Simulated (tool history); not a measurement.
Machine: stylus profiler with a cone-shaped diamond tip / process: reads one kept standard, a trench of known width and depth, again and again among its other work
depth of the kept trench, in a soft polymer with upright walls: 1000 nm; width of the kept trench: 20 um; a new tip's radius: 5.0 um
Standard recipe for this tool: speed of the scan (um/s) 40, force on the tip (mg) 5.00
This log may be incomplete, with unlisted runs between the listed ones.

run,hour,speed of the scan (um/s),force on the tip (mg),depth of the trench (nm),width of the trench's floor (nm)
1,0.0,40,5.00,1010.05,13920
2,57.9,40,5.00,1009.99,13880
3,123.6,40,5.00,1010.29,13890
4,221.4,40,5.00,1010.72,13890
5,317.2,81,5.00,1010.13,13710
6,381.7,40,5.00,1009.89,13880
# hour 397.3: new tip fitted, height scale calibrated
7,462.7,40,5.00,1009.96,13930
8,541.0,40,5.00,1009.79,13850
9,629.4,40,5.00,1010.09,13910
10,683.4,40,5.00,1009.48,13910
11,735.9,40,5.00,1009.63,13930
12,829.6,127,5.00,1010.25,13580
13,879.9,127,5.00,1010.30,13590
14,926.0,127,5.00,1009.81,13650
15,1021.1,13,5.00,1009.93,13940
16,1084.8,13,5.00,1009.99,13940
17,1153.3,40,5.91,1011.22,13870
18,1196.4,40,4.68,1009.60,13860
19,1292.9,40,12.94,1019.20,13890
20,1364.2,40,12.94,1019.28,13890
21,1453.6,40,5.00,1009.61,13850
22,1502.1,40,5.00,1010.19,13870
# hour 1583.1: new tip fitted, height scale calibrated
23,1583.3,40,5.00,1010.17,13870
24,1640.0,103,4.59,1009.56,13710
25,1706.5,60,4.56,1009.11,13840
26,1802.3,58,11.62,1017.17,13900
27,1845.3,58,11.62,1017.83,13930
28,1887.6,58,11.62,1017.57,13920
29,1960.3,48,4.47,1009.54,13830
30,2034.9,19,2.60,1006.26,13890
31,2111.7,19,2.60,1006.39,13920
32,2160.5,19,2.60,1006.76,13910
33,2201.5,19,2.60,1006.41,13940
34,2298.9,19,8.58,1014.65,13960
35,2345.8,24,9.22,1015.03,13960
36,2419.0,24,9.22,1015.01,13920
37,2499.6,66,5.00,1009.99,13780
38,2594.5,115,2.11,1005.75,13510
39,2655.9,40,5.03,1010.13,13870
40,2749.0,89,5.03,1009.97,13710
# hour 2770.6: new tip fitted, height scale calibrated
41,2812.0,89,5.03,1009.92,13700
42,2883.2,57,1.70,1005.05,13740
43,2957.7,103,12.20,1018.03,13810
44,3040.2,103,12.20,1018.03,13770
45,3109.2,70,3.00,1007.30,13740

Branching from run 45: 5 alternative next runs. What would each branch give?
A,3181.6,17,2.28,?,?
B,3181.6,91,3.91,?,?
C,3181.6,49,5.31,?,?
D,3181.6,13,7.42,?,?
E,3181.6,60,6.13,?,?

run,depth of the trench (nm),width of the trench's floor (nm)
A,1005.84,13910
B,1008.36,13690
C,1010.75,13830
D,1013.15,13940
E,1011.68,13800
Had the tool no hidden state, the same runs would have come out as:
run,depth of the trench (nm),width of the trench's floor (nm)
A,1005.83,13920
B,1008.35,13700
C,1010.73,13840
D,1013.14,13950
E,1011.66,13810
